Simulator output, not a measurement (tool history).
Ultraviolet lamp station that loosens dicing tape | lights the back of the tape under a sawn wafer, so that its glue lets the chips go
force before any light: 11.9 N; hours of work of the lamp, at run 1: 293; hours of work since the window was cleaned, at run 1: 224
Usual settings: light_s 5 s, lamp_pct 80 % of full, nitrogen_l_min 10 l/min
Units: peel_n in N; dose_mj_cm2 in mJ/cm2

run   hour  light_s  lamp_pct  nitrogen_l_min  hours of work of the lamp  hours of work since the window was cleaned  peel_n  dose_mj_cm2
  1      0        5        80              10                        293                                         224   0.638          229
  2   10.6        5        80              10                        301                                         232   0.611          233
  3   21.9        5        80              10                        309                                         240   0.619          234
      23.2  -- window cleaned of glue's vapour
  4   35.2        5        80              10                        319                                           9   0.635          232
  5   44.9        5        80              10                        326                                          16   0.643          231
      49.3  -- window cleaned of glue's vapour, once more
  6   56.3        5        80              11                        334                                           5   0.534          240
  7   67.8        6        86               7                        342                                          14   0.449          309
  8   80.7        6        86               7                        352                                          23   0.455          307
  9     94        5        69              10                        362                                          33    0.85          202
 10  100.2        5        70              10                        366                                          37   0.818          207

5 ways to go on from here, each from the tool as it stands after run 10. What would each give?
  A  113.1        5        73              15                        376                                          47       ?            ?
  B  113.1        3        62               4                        376                                          47       ?            ?
  C  113.1        2        91               3                        376                                          47       ?            ?
  D  113.1        5        80              10                        376                                          47       ?            ?
  E  113.1        5        89               6                        376                                          47       ?            ?

run  peel_n  dose_mj_cm2
  A   0.526          219
  B   4.461          110
  C   5.025          109
  D   0.586          235
  E   0.816          264
Without the tool's hidden state the same runs would have given:
run  peel_n  dose_mj_cm2
  A    0.41          241
  B   4.037          121
  C   4.605          120
  D   0.454          259
  E   0.642          291
